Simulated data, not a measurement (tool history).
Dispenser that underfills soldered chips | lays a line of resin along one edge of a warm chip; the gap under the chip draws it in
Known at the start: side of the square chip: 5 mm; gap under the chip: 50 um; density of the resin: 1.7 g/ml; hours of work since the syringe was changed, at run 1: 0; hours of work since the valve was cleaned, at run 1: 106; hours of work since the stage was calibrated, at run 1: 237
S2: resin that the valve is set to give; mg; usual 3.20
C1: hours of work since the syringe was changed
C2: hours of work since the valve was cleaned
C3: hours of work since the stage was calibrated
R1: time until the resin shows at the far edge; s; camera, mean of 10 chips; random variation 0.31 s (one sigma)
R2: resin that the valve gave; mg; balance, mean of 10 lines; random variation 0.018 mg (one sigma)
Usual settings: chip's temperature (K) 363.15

Run 1, day 0.000: usual settings; C1 0; C2 106; C3 237. Result: R1 8.0 s, R2 2.91 mg.
Run 2, day 0.200: usual settings; C1 4; C2 110; C3 240. Result: R1 9.1 s, R2 2.92 mg.
Run 3, day 0.429: usual settings; C1 8; C2 114; C3 244. Result: R1 12.8 s, R2 2.89 mg.
At day 0.600: new syringe of resin.
At day 0.642: dispensing valve cleaned and set on the balance.
Run 4, day 0.900: usual settings; C1 5; C2 5; C3 252. Result: R1 10.0 s, R2 3.17 mg.
Run 5, day 1.238: usual settings; C1 11; C2 11; C3 258. Result: R1 14.3 s, R2 3.18 mg.
At day 1.279: new syringe of resin.
Run 6, day 1.579: usual settings but S2 3.35 mg; C1 6; C2 17; C3 264. Result: R1 10.6 s, R2 3.32 mg.
At day 1.900: new syringe of resin.
Run 7, day 1.946: usual settings; C1 1; C2 24; C3 271. Result: R1 8.4 s, R2 3.18 mg.
Run 8, day 2.300: usual settings; C1 7; C2 30; C3 277. Result: R1 11.7 s, R2 3.12 mg.
At day 2.533: new syringe of resin.
Run 9, day 2.679: usual settings; C1 3; C2 37; C3 284. Result: R1 8.7 s, R2 3.12 mg.
Run 10, day 3.108: usual settings but chip's temperature (K) 353.15; C1 11; C2 45; C3 292. Result: R1 23.1 s, R2 3.07 mg.
At day 3.175: new syringe of resin.
Run 11, day 3.417: usual settings but chip's temperature (K) 349.15; C1 4; C2 50; C3 297. Result: R1 19.5 s, R2 3.08 mg.
Run 12, day 3.696: usual settings; C1 10; C2 55; C3 303. Result: R1 12.9 s, R2 3.03 mg.
At day 3.817: new syringe of resin.
Run 13, day 3.971: usual settings; C1 3; C2 60; C3 307. Result: R1 9.4 s, R2 3.05 mg.
Run 14, day 4.175: usual settings; C1 7; C2 64; C3 311. Result: R1 11.2 s, R2 3.03 mg.
Run 15, day 4.371: usual settings; C1 10; C2 67; C3 315. Result: R1 13.7 s, R2 3.03 mg.
At day 4.442: new syringe of resin.
Run 16, day 4.571: usual settings but chip's temperature (K) 370.15; C1 2; C2 71; C3 318. Result: R1 6.8 s, R2 3.00 mg.
Run 17, day 4.779: usual settings but chip's temperature (K) 370.15; C1 6; C2 75; C3 322. Result: R1 8.1 s, R2 3.03 mg.
At day 5.067: new syringe of resin.
Run 18, day 5.229: usual settings but chip's temperature (K) 370.15; C1 3; C2 83; C3 330. Result: R1 6.0 s, R2 2.97 mg.
Run 19, day 5.588: usual settings but chip's temperature (K) 348.15, S2 3.99 mg; C1 10; C2 89; C3 337. Result: R1 27.4 s, R2 3.66 mg.
At day 5.712: new syringe of resin.
Run 20, day 5.788: usual settings but chip's temperature (K) 355.15, S2 3.05 mg; C1 1; C2 93; C3 340. Result: R1 11.8 s, R2 2.78 mg.
Run 21, day 6.071: usual settings but chip's temperature (K) 374.15, S2 3.05 mg; C1 7; C2 98; C3 345. Result: R1 6.1 s, R2 2.78 mg.
At day 6.358: new syringe of resin.
Run 22, day 6.533: usual settings but chip's temperature (K) 367.15, S2 2.81 mg; C1 3; C2 106; C3 353. Result: R1 8.1 s, R2 2.56 mg.
Run 23, day 6.842: usual settings but chip's temperature (K) 354.15, S2 4.02 mg; C1 9; C2 112; C3 359. Result: R1 19.5 s, R2 3.61 mg.
At day 6.996: new syringe of resin.
Run 24, day 7.096: usual settings but chip's temperature (K) 351.15, S2 2.97 mg; C1 2; C2 116; C3 364. Result: R1 15.8 s, R2 2.68 mg.
At day 7.175: dispensing valve cleaned and set on the balance.
Run 25, day 7.421: usual settings but chip's temperature (K) 354.15, S2 2.97 mg; C1 7; C2 5; C3 369. Result: R1 18.0 s, R2 2.97 mg.
At day 7.658: new syringe of resin.
Run 26, day 7.667: usual settings but chip's temperature (K) 354.15, S2 2.97 mg; C1 0; C2 9; C3 373. Result: R1 11.4 s, R2 2.94 mg.
Run 27, day 8.029: usual settings but S2 3.16 mg; C1 7; C2 15; C3 380. Result: R1 10.9 s, R2 3.14 mg.
At day 8.275: new syringe of resin.
Run 28, day 8.304: usual settings but chip's temperature (K) 356.15, S2 2.76 mg; C1 1; C2 20; C3 385. Result: R1 10.8 s, R2 2.68 mg.
Run 29, day 8.717: usual settings but chip's temperature (K) 358.15, S2 3.63 mg; C1 8; C2 28; C3 392. Result: R1 15.3 s, R2 3.56 mg.
At day 8.908: new syringe of resin.
Run 30, day 8.954: usual settings but chip's temperature (K) 358.15, S2 3.63 mg; C1 1; C2 32; C3 396. Result: R1 10.2 s, R2 3.51 mg.
Run 31, day 9.388: usual settings but chip's temperature (K) 358.15, S2 3.63 mg; C1 9; C2 40; C3 404. Result: R1 16.0 s, R2 3.51 mg.
At day 9.542: new syringe of resin.
Run 32, day 9.788: usual settings but chip's temperature (K) 358.15, S2 3.63 mg; C1 4; C2 47; C3 411. Result: R1 12.1 s, R2 3.49 mg.
Run 33, day 10.117: usual settings but chip's temperature (K) 358.15, S2 3.63 mg; C1 11; C2 53; C3 417. Result: R1 17.4 s, R2 3.47 mg.
At day 10.171: new syringe of resin.
Run 34, day 10.375: usual settings but chip's temperature (K) 358.15, S2 3.63 mg; C1 4; C2 58; C3 422. Result: R1 11.9 s, R2 3.45 mg.
Run 35, day 10.712: usual settings but chip's temperature (K) 358.15, S2 3.63 mg; C1 10; C2 64; C3 428. Result: R1 17.3 s, R2 3.43 mg.

The same runs without the tool's hidden state, with the same run-to-run variation:
The hidden state here: resin's viscosity, % of fresh resin's; dose that the valve gives, % of what is set; true chip temperature over the reading, C; drift of the gauge itself on fill_s, %; drift of the gauge itself on given_mg, %.
run    R1    R2
  1   7.9  3.21
  2   7.1  3.24
  3   8.0  3.22
  4   7.8  3.17
  5   7.7  3.20
  6   7.8  3.36
  7   8.2  3.24
  8   7.8  3.20
  9   7.8  3.22
 10  13.1  3.19
 11  15.7  3.22
 12   7.4  3.18
 13   8.2  3.21
 14   7.8  3.20
 15   7.8  3.21
 16   5.9  3.19
 17   5.6  3.24
 18   5.1  3.21
 19  16.4  3.98
 20  11.2  3.03
 21   4.0  3.05
 22   6.7  2.82
 23  11.9  4.01
 24  14.5  2.99
 25  12.6  2.99
 26  11.8  2.96
 27   7.6  3.18
 28  10.9  2.73
 29   9.9  3.65
 30  10.1  3.62
 31   9.9  3.64
 32   9.7  3.64
 33   9.9  3.65
 34   9.9  3.64
 35  10.2  3.63
